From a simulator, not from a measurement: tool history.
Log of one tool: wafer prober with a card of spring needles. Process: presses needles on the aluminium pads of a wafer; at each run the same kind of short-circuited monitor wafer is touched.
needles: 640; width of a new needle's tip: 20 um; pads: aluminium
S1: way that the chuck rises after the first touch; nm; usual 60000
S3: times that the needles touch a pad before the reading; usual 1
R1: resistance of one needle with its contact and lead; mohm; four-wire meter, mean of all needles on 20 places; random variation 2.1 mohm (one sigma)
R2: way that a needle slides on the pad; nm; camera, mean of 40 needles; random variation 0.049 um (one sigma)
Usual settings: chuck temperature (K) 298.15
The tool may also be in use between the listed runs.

Run 1, day 0: usual settings. Result: R1 238 mohm, R2 12370 nm.
Run 2, day 0.308: usual settings. Result: R1 236 mohm, R2 12450 nm.
At day 0.592: tips cleaned on abrasive film.
Run 3, day 0.808: usual settings. Result: R1 239 mohm, R2 12400 nm.
Run 4, day 1.054: usual settings. Result: R1 234 mohm, R2 12340 nm.
At day 1.188: tips cleaned on abrasive film.
Run 5, day 1.404: usual settings but chuck temperature (K) 322.15. Result: R1 247 mohm, R2 12330 nm.
Run 6, day 1.662: usual settings but chuck temperature (K) 322.15. Result: R1 245 mohm, R2 12390 nm.
At day 1.779: tips cleaned on abrasive film.
Run 7, day 1.958: usual settings but chuck temperature (K) 322.15, S3 2. Result: R1 249 mohm, R2 12290 nm.
Run 8, day 2.242: usual settings. Result: R1 237 mohm, R2 12350 nm.
At day 2.383: tips cleaned on abrasive film.
Run 9, day 2.579: usual settings but S1 51000 nm. Result: R1 241 mohm, R2 10480 nm.
At day 2.979: tips cleaned on abrasive film.
Run 10, day 3.092: usual settings but S1 51000 nm. Result: R1 242 mohm, R2 10470 nm.
Run 11, day 3.438: usual settings but S1 50000 nm, chuck temperature (K) 363.15. Result: R1 258 mohm, R2 10280 nm.
At day 3.567: tips cleaned on abrasive film.
Run 12, day 3.825: usual settings but S1 58000 nm, chuck temperature (K) 302.15, S3 2. Result: R1 238 mohm, R2 11870 nm.
At day 4.146: tips cleaned on abrasive film.
Run 13, day 4.3: usual settings but S1 58000 nm, chuck temperature (K) 302.15, S3 2. Result: R1 240 mohm, R2 11880 nm.
Run 14, day 4.633: usual settings but S1 58000 nm, chuck temperature (K) 302.15, S3 2. Result: R1 234 mohm, R2 11820 nm.
At day 4.717: tips cleaned on abrasive film.
Run 15, day 5.079: usual settings but S1 58000 nm, chuck temperature (K) 302.15, S3 2. Result: R1 241 mohm, R2 11830 nm.

Forecast each of these 4 alternatives for the next run:
At day 5.292: tips cleaned on abrasive film.
Run A, day 5.325: usual settings but S1 58000 nm, chuck temperature (K) 350.15, S3 2. Result: R1 ?, R2 ?.
At day 5.292: tips cleaned on abrasive film.
Run B, day 5.325: usual settings but chuck temperature (K) 370.15, S3 3. Result: R1 ?, R2 ?.
At day 5.292: tips cleaned on abrasive film.
Run C, day 5.325: usual settings but S1 58000 nm, chuck temperature (K) 384.15, S3 2. Result: R1 ?, R2 ?.
At day 5.292: tips cleaned on abrasive film.
Run D, day 5.325: usual settings but S1 58000 nm, chuck temperature (K) 302.15. Result: R1 ?, R2 ?.

run   R1     R2
  A  253  11860
  B  256  12340
  C  262  11890
  D  241  11840
Without the tool's hidden state the same runs would have given:
run   R1     R2
  A  253  11950
  B  256  12440
  C  262  11980
  D  241  11930
